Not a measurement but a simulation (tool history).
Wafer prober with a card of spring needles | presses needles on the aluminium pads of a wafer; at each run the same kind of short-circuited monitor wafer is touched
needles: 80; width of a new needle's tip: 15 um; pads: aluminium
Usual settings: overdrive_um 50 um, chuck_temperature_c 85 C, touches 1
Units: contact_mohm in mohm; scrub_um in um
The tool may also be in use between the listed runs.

{"run": 1, "hour": 0.0, "overdrive_um": 50, "chuck_temperature_c": 85, "touches": 1, "contact_mohm": 282, "scrub_um": 12.73}
{"hour": 7.7, "done": "tips cleaned on abrasive film"}
{"run": 2, "hour": 14.9, "overdrive_um": 50, "chuck_temperature_c": 85, "touches": 3, "contact_mohm": 216, "scrub_um": 12.48}
{"hour": 19.2, "done": "tips cleaned on abrasive film"}
{"run": 3, "hour": 28.1, "overdrive_um": 50, "chuck_temperature_c": 58, "touches": 1, "contact_mohm": 360, "scrub_um": 12.58}
{"hour": 32.3, "done": "tips cleaned on abrasive film"}
{"hour": 45.7, "done": "tips cleaned on abrasive film"}
{"hour": 57.5, "done": "tips cleaned on abrasive film"}
{"run": 4, "hour": 59.4, "overdrive_um": 50, "chuck_temperature_c": 58, "touches": 1, "contact_mohm": 229, "scrub_um": 12.43}
{"hour": 70.5, "done": "tips cleaned on abrasive film"}
{"hour": 84.3, "done": "tips cleaned on abrasive film"}
{"run": 5, "hour": 84.6, "overdrive_um": 43, "chuck_temperature_c": 85, "touches": 1, "contact_mohm": 181, "scrub_um": 10.9}
{"hour": 96.7, "done": "tips cleaned on abrasive film"}
{"hour": 108.9, "done": "tips cleaned on abrasive film"}
{"run": 6, "hour": 113.3, "overdrive_um": 43, "chuck_temperature_c": 85, "touches": 1, "contact_mohm": 334, "scrub_um": 10.88}
{"hour": 122.5, "done": "tips cleaned on abrasive film"}
{"hour": 134.8, "done": "tips cleaned on abrasive film"}
{"run": 7, "hour": 142.1, "overdrive_um": 50, "chuck_temperature_c": 85, "touches": 1, "contact_mohm": 354, "scrub_um": 12.62}
{"hour": 146.9, "done": "tips cleaned on abrasive film"}
{"hour": 158.7, "done": "tips cleaned on abrasive film"}
{"hour": 170.5, "done": "tips cleaned on abrasive film"}
{"run": 8, "hour": 171.1, "overdrive_um": 50, "chuck_temperature_c": 85, "touches": 1, "contact_mohm": 202, "scrub_um": 12.4}
{"hour": 184.4, "done": "tips cleaned on abrasive film"}
{"hour": 196.6, "done": "tips cleaned on abrasive film"}
{"run": 9, "hour": 198.0, "overdrive_um": 50, "chuck_temperature_c": 85, "touches": 1, "contact_mohm": 210, "scrub_um": 12.41}
{"hour": 209.7, "done": "tips cleaned on abrasive film"}
{"hour": 221.8, "done": "tips cleaned on abrasive film"}
{"run": 10, "hour": 226.8, "overdrive_um": 50, "chuck_temperature_c": 85, "touches": 1, "contact_mohm": 306, "scrub_um": 12.38}
{"hour": 233.6, "done": "tips cleaned on abrasive film"}
{"hour": 247.2, "done": "tips cleaned on abrasive film"}
{"run": 11, "hour": 253.6, "overdrive_um": 50, "chuck_temperature_c": 85, "touches": 3, "contact_mohm": 226, "scrub_um": 12.27}
{"hour": 259.3, "done": "tips cleaned on abrasive film"}
{"hour": 271.5, "done": "tips cleaned on abrasive film"}
{"run": 12, "hour": 271.8, "overdrive_um": 50, "chuck_temperature_c": 85, "touches": 1, "contact_mohm": 181, "scrub_um": 12.12}
{"hour": 284.4, "done": "tips cleaned on abrasive film"}
{"run": 13, "hour": 285.0, "overdrive_um": 50, "chuck_temperature_c": 85, "touches": 1, "contact_mohm": 194, "scrub_um": 12.23}
{"hour": 296.4, "done": "tips cleaned on abrasive film"}
{"hour": 308.3, "done": "tips cleaned on abrasive film"}
{"run": 14, "hour": 310.2, "overdrive_um": 50, "chuck_temperature_c": 85, "touches": 1, "contact_mohm": 228, "scrub_um": 12.08}
{"hour": 320.1, "done": "tips cleaned on abrasive film"}
{"hour": 322.5, "done": "height of the first contact set anew"}
{"hour": 333.3, "done": "tips cleaned on abrasive film"}
{"run": 15, "hour": 336.5, "overdrive_um": 50, "chuck_temperature_c": 85, "touches": 1, "contact_mohm": 262, "scrub_um": 12.83}
{"hour": 346.4, "done": "tips cleaned on abrasive film"}
{"hour": 358.4, "done": "tips cleaned on abrasive film"}
{"run": 16, "hour": 365.5, "overdrive_um": 50, "chuck_temperature_c": 85, "touches": 1, "contact_mohm": 345, "scrub_um": 12.7}
{"hour": 370.7, "done": "tips cleaned on abrasive film"}
{"hour": 382.6, "done": "tips cleaned on abrasive film"}
{"hour": 394.3, "done": "tips cleaned on abrasive film"}
{"run": 17, "hour": 396.3, "overdrive_um": 50, "chuck_temperature_c": 37, "touches": 2, "contact_mohm": 194, "scrub_um": 12.7}
{"hour": 406.1, "done": "tips cleaned on abrasive film"}
{"run": 18, "hour": 412.0, "overdrive_um": 50, "chuck_temperature_c": 45, "touches": 3, "contact_mohm": 217, "scrub_um": 12.66}
{"hour": 417.7, "done": "tips cleaned on abrasive film"}
{"run": 19, "hour": 428.5, "overdrive_um": 50, "chuck_temperature_c": 51, "touches": 2, "contact_mohm": 302, "scrub_um": 12.62}
{"hour": 430.8, "done": "tips cleaned on abrasive film"}
{"hour": 443.9, "done": "tips cleaned on abrasive film"}
{"hour": 456.8, "done": "tips cleaned on abrasive film"}
{"run": 20, "hour": 457.5, "overdrive_um": 50, "chuck_temperature_c": 51, "touches": 2, "contact_mohm": 170, "scrub_um": 12.46}
{"hour": 469.4, "done": "tips cleaned on abrasive film"}
{"run": 21, "hour": 477.7, "overdrive_um": 34, "chuck_temperature_c": 44, "touches": 1, "contact_mohm": 649, "scrub_um": 8.59}
{"hour": 482.3, "done": "tips cleaned on abrasive film"}
{"hour": 494.5, "done": "tips cleaned on abrasive film"}
{"run": 22, "hour": 495.7, "overdrive_um": 45, "chuck_temperature_c": 85, "touches": 1, "contact_mohm": 250, "scrub_um": 11.32}
{"hour": 506.1, "done": "tips cleaned on abrasive film"}
{"hour": 518.6, "done": "tips cleaned on abrasive film"}
{"run": 23, "hour": 527.4, "overdrive_um": 37, "chuck_temperature_c": 61, "touches": 1, "contact_mohm": 587, "scrub_um": 9.02}
{"hour": 532.4, "done": "tips cleaned on abrasive film"}
{"hour": 544.2, "done": "tips cleaned on abrasive film"}
{"run": 24, "hour": 551.0, "overdrive_um": 61, "chuck_temperature_c": 85, "touches": 1, "contact_mohm": 292, "scrub_um": 15.15}
{"hour": 556.8, "done": "tips cleaned on abrasive film"}
{"hour": 568.9, "done": "tips cleaned on abrasive film"}
{"run": 25, "hour": 580.2, "overdrive_um": 46, "chuck_temperature_c": 67, "touches": 1, "contact_mohm": 464, "scrub_um": 11.31}
{"hour": 582.5, "done": "tips cleaned on abrasive film"}
{"hour": 596.2, "done": "tips cleaned on abrasive film"}
{"run": 26, "hour": 605.2, "overdrive_um": 35, "chuck_temperature_c": 43, "touches": 2, "contact_mohm": 451, "scrub_um": 8.53}
{"hour": 608.7, "done": "tips cleaned on abrasive film"}
{"hour": 620.2, "done": "tips cleaned on abrasive film"}
{"run": 27, "hour": 621.9, "overdrive_um": 35, "chuck_temperature_c": 43, "touches": 2, "contact_mohm": 254, "scrub_um": 8.38}
{"hour": 632.0, "done": "tips cleaned on abrasive film"}
{"run": 28, "hour": 636.8, "overdrive_um": 35, "chuck_temperature_c": 43, "touches": 2, "contact_mohm": 382, "scrub_um": 8.33}
{"hour": 644.9, "done": "tips cleaned on abrasive film"}
{"hour": 657.0, "done": "tips cleaned on abrasive film"}
{"run": 29, "hour": 661.8, "overdrive_um": 63, "chuck_temperature_c": 46, "touches": 3, "contact_mohm": 181, "scrub_um": 15.46}
{"hour": 668.7, "done": "tips cleaned on abrasive film"}
{"hour": 682.1, "done": "tips cleaned on abrasive film"}
{"run": 30, "hour": 687.5, "overdrive_um": 38, "chuck_temperature_c": 88, "touches": 3, "contact_mohm": 285, "scrub_um": 9.18}

Some steps in contact_mohm between neighbouring runs. How much of each would the tool show without its hidden state too (settings, what came in, random variation), and how much is left for the hidden state, with any gauge scatter that isn't in both results?
The hidden state here: debris on the tips, nm; way that the needles fall short of the set height, um; tips' diameter, um; drift of the gauge itself on contact_mohm, %; drift of the gauge itself on scrub_um, %.
Run 20 -> 21: overdrive_um 50 -> 34, chuck_temperature_c 51 -> 44, touches 2 -> 1, tips cleaned on abrasive film. contact_mohm +479 mohm: hidden state +470, all else +9.
Run 21 -> 22: overdrive_um 34 -> 45, chuck_temperature_c 44 -> 85, tips cleaned on abrasive film, tips cleaned on abrasive film. contact_mohm -399 mohm: hidden state -405, all else +6.
Run 22 -> 23: overdrive_um 45 -> 37, chuck_temperature_c 85 -> 61, tips cleaned on abrasive film, tips cleaned on abrasive film. contact_mohm +337 mohm: hidden state +340, all else -3.
